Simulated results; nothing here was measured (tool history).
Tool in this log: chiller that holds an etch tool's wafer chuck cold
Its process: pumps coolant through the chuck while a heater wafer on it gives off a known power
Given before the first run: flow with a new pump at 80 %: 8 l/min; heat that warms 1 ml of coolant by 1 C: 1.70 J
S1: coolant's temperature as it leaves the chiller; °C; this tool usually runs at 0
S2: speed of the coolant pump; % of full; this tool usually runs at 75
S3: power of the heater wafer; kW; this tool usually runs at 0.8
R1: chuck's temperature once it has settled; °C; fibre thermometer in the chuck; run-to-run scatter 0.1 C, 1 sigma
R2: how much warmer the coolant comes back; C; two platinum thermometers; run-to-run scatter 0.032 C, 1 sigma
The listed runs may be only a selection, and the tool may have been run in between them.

{"run": 1, "day": 0.0, "S1": 0, "S2": 75, "S3": 0.8, "R1": 11.9, "R2": 3.82}
{"run": 2, "day": 1.217, "S1": 0, "S2": 75, "S3": 0.489, "R1": 7.2, "R2": 2.35}
{"run": 3, "day": 1.775, "S1": -7, "S2": 75, "S3": 0.489, "R1": 0.2, "R2": 2.33}
{"run": 4, "day": 2.654, "S1": -7, "S2": 75, "S3": 0.489, "R1": 0.4, "R2": 2.35}
{"run": 5, "day": 3.208, "S1": 0, "S2": 75, "S3": 0.8, "R1": 11.8, "R2": 3.85}
{"run": 6, "day": 4.258, "S1": 0, "S2": 75, "S3": 0.8, "R1": 12, "R2": 3.85}
{"run": 7, "day": 5.446, "S1": 0, "S2": 75, "S3": 0.8, "R1": 12.1, "R2": 3.85}
{"run": 8, "day": 6.408, "S1": 0, "S2": 75, "S3": 0.726, "R1": 10.8, "R2": 3.52}
{"run": 9, "day": 7.362, "S1": 6, "S2": 75, "S3": 0.8, "R1": 18.2, "R2": 3.8}
{"run": 10, "day": 8.304, "S1": 0, "S2": 71, "S3": 0.8, "R1": 12.6, "R2": 4.04}
{"run": 11, "day": 8.892, "S1": 0, "S2": 99, "S3": 0.8, "R1": 9.6, "R2": 2.9}
{"run": 12, "day": 9.675, "S1": 0, "S2": 99, "S3": 0.8, "R1": 9.7, "R2": 3}
{"run": 13, "day": 10.492, "S1": 0, "S2": 70, "S3": 0.8, "R1": 12.7, "R2": 4.1}
{"run": 14, "day": 11.45, "S1": 0, "S2": 70, "S3": 0.8, "R1": 12.7, "R2": 4.06}
{"run": 15, "day": 12.617, "S1": 0, "S2": 75, "S3": 0.8, "R1": 12.1, "R2": 3.82}
{"run": 16, "day": 13.342, "S1": 0, "S2": 75, "S3": 0.8, "R1": 12.2, "R2": 3.9}
{"run": 17, "day": 14.362, "S1": 0, "S2": 75, "S3": 0.8, "R1": 12.1, "R2": 3.84}
{"day": 14.458, "done": "chiller's thermometer calibrated"}
{"run": 18, "day": 15.429, "S1": 0, "S2": 80, "S3": 0.8, "R1": 11.1, "R2": 3.64}
{"run": 19, "day": 16.558, "S1": -5, "S2": 96, "S3": 0.57, "R1": 2.1, "R2": 2.2}
{"run": 20, "day": 17.092, "S1": -6, "S2": 75, "S3": 0.8, "R1": 6, "R2": 3.84}
{"run": 21, "day": 17.833, "S1": -7, "S2": 75, "S3": 0.426, "R1": -0.6, "R2": 2.06}
{"run": 22, "day": 18.9, "S1": 0, "S2": 95, "S3": 0.994, "R1": 12.4, "R2": 3.81}
{"run": 23, "day": 19.683, "S1": 7, "S2": 93, "S3": 0.644, "R1": 15.2, "R2": 2.47}
{"run": 24, "day": 20.783, "S1": 10, "S2": 90, "S3": 0.607, "R1": 18.1, "R2": 2.45}
{"day": 20.996, "done": "chiller's thermometer calibrated, once more"}
{"run": 25, "day": 22.104, "S1": -5, "S2": 75, "S3": 0.415, "R1": 1.2, "R2": 1.97}
{"run": 26, "day": 22.629, "S1": -6, "S2": 62, "S3": 0.8, "R1": 7.9, "R2": 4.64}
{"run": 27, "day": 23.346, "S1": 6, "S2": 100, "S3": 0.582, "R1": 13.1, "R2": 2.14}
{"run": 28, "day": 24.008, "S1": 6, "S2": 100, "S3": 0.582, "R1": 13.1, "R2": 2.09}
{"run": 29, "day": 25.154, "S1": 7, "S2": 71, "S3": 0.588, "R1": 16.3, "R2": 2.98}
{"run": 30, "day": 26.238, "S1": 7, "S2": 71, "S3": 0.588, "R1": 16.5, "R2": 3}
{"run": 31, "day": 27.446, "S1": -1, "S2": 100, "S3": 0.44, "R1": 4.4, "R2": 1.56}
{"run": 32, "day": 28.175, "S1": -5, "S2": 86, "S3": 0.8, "R1": 6, "R2": 3.35}

Each row is a separate what-if for the run after 32, all from the same tool condition, not one after another. Results?
{"run": "A", "day": 29.296, "S1": 9, "S2": 67, "S3": 0.432, "R1": "?", "R2": "?"}
{"run": "B", "day": 29.296, "S1": -1, "S2": 83, "S3": 0.486, "R1": "?", "R2": "?"}
{"run": "C", "day": 29.296, "S1": 9, "S2": 75, "S3": 1.115, "R1": "?", "R2": "?"}
{"run": "D", "day": 29.296, "S1": 6, "S2": 86, "S3": 0.8, "R1": "?", "R2": "?"}

run=A R1=16.3 R2=2.34
run=B R1=5.7 R2=2.13
run=C R1=26 R2=5.4
run=D R1=16.9 R2=3.41
Stripped of hidden state, with their random variation kept, the same runs would have yielded:
run=A R1=15.4 R2=2.28
run=B R1=4.8 R2=2.07
run=C R1=23.8 R2=5.26
run=D R1=15.5 R2=3.33
